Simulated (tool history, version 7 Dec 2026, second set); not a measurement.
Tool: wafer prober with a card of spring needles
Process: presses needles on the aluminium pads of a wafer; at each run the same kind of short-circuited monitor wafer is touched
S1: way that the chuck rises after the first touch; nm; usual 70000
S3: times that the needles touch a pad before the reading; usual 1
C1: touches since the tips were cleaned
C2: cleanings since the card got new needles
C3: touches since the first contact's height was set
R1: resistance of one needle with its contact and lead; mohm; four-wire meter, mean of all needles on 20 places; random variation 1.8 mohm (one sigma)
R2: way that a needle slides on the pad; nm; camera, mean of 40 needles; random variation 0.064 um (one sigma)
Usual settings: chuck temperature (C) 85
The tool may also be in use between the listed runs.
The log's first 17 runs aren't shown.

-- hour=387.1 tips cleaned on abrasive film
-- hour=399.2 tips cleaned on abrasive film
run 18 hour=409.3 | S1=64000 chuck_temperature_(C)=53 S3=1 | C1=5719 C2=79 C3=86622 | R1=249 R2=14890
-- hour=411.4 tips cleaned on abrasive film
-- hour=424.3 tips cleaned on abrasive film
-- hour=437.9 tips cleaned on abrasive film
run 19 hour=440.5 | S1=63000 chuck_temperature_(C)=93 S3=2 | C1=1480 C2=82 C3=104094 | R1=210 R2=14500
-- hour=449.8 tips cleaned on abrasive film
-- hour=461.5 tips cleaned on abrasive film
run 20 hour=464.5 | S1=62000 chuck_temperature_(C)=93 S3=2 | C1=1661 C2=84 C3=117489 | R1=214 R2=14330
-- hour=473.4 tips cleaned on abrasive film
run 21 hour=483.5 | S1=62000 chuck_temperature_(C)=93 S3=2 | C1=5708 C2=85 C3=128164 | R1=235 R2=14230
-- hour=485.3 tips cleaned on abrasive film
-- hour=498.4 tips cleaned on abrasive film
-- hour=511.6 tips cleaned on abrasive film
run 22 hour=516 | S1=71000 chuck_temperature_(C)=29 S3=3 | C1=2490 C2=88 C3=146373 | R1=186 R2=16370
-- hour=523.4 tips cleaned on abrasive film
-- hour=535.2 tips cleaned on abrasive film
-- hour=548.9 tips cleaned on abrasive film
run 23 hour=548.9 | S1=81000 chuck_temperature_(C)=84 S3=3 | C1=0 C2=91 C3=164770 | R1=183 R2=18730
-- hour=561.8 tips cleaned on abrasive film
-- hour=574.1 tips cleaned on abrasive film
run 24 hour=577.3 | S1=54000 chuck_temperature_(C)=27 S3=1 | C1=1801 C2=93 C3=180682 | R1=241 R2=12160
-- hour=587.4 tips cleaned on abrasive film
-- hour=599.7 tips cleaned on abrasive film
run 25 hour=599.7 | S1=69000 chuck_temperature_(C)=37 S3=1 | C1=0 C2=95 C3=193239 | R1=178 R2=15840
-- hour=613.1 tips cleaned on abrasive film
run 26 hour=615.6 | S1=69000 chuck_temperature_(C)=37 S3=1 | C1=1414 C2=96 C3=202127 | R1=208 R2=15830
-- hour=626.7 tips cleaned on abrasive film
-- hour=639.4 tips cleaned on abrasive film
run 27 hour=644.3 | S1=72000 chuck_temperature_(C)=27 S3=2 | C1=2787 C2=98 C3=218239 | R1=201 R2=16330
-- hour=651.7 tips cleaned on abrasive film
-- hour=663.3 tips cleaned on abrasive film
-- hour=674.7 tips cleaned on abrasive film
run 28 hour=676.6 | S1=70000 chuck_temperature_(C)=85 S3=3 | C1=1051 C2=101 C3=236302 | R1=196 R2=15680
-- hour=687.4 tips cleaned on abrasive film
-- hour=687.7 height of the first contact set anew
-- hour=699.8 tips cleaned on abrasive film
run 29 hour=702.7 | S1=70000 chuck_temperature_(C)=85 S3=3 | C1=1614 C2=103 C3=8366 | R1=197 R2=16560
-- hour=712.4 tips cleaned on abrasive film
run 30 hour=720.2 | S1=70000 chuck_temperature_(C)=85 S3=3 | C1=4408 C2=104 C3=18195 | R1=201 R2=16600

4 ways to go on from here, each from the tool as it stands after run 30. What would each give?
-- hour=725.7 tips cleaned on abrasive film
-- hour=739 tips cleaned on abrasive film
run A hour=744 | S1=81000 chuck_temperature_(C)=85 S3=3 | C1=2778 C2=106 C3=31523 | R1=? R2=?
-- hour=725.7 tips cleaned on abrasive film
-- hour=739 tips cleaned on abrasive film
run B hour=744 | S1=56000 chuck_temperature_(C)=85 S3=1 | C1=2778 C2=106 C3=31523 | R1=? R2=?
-- hour=725.7 tips cleaned on abrasive film
-- hour=739 tips cleaned on abrasive film
run C hour=744 | S1=70000 chuck_temperature_(C)=82 S3=2 | C1=2778 C2=106 C3=31523 | R1=? R2=?
-- hour=725.7 tips cleaned on abrasive film
-- hour=739 tips cleaned on abrasive film
run D hour=744 | S1=53000 chuck_temperature_(C)=85 S3=1 | C1=2778 C2=106 C3=31523 | R1=? R2=?

run=A R1=197 R2=19110
run=B R1=272 R2=13180
run=C R1=212 R2=16530
run=D R1=281 R2=12370
Without the tool's hidden state the same runs would have given:
run=A R1=179 R2=19200
run=B R1=191 R2=13270
run=C R1=178 R2=16620
run=D R1=191 R2=12460
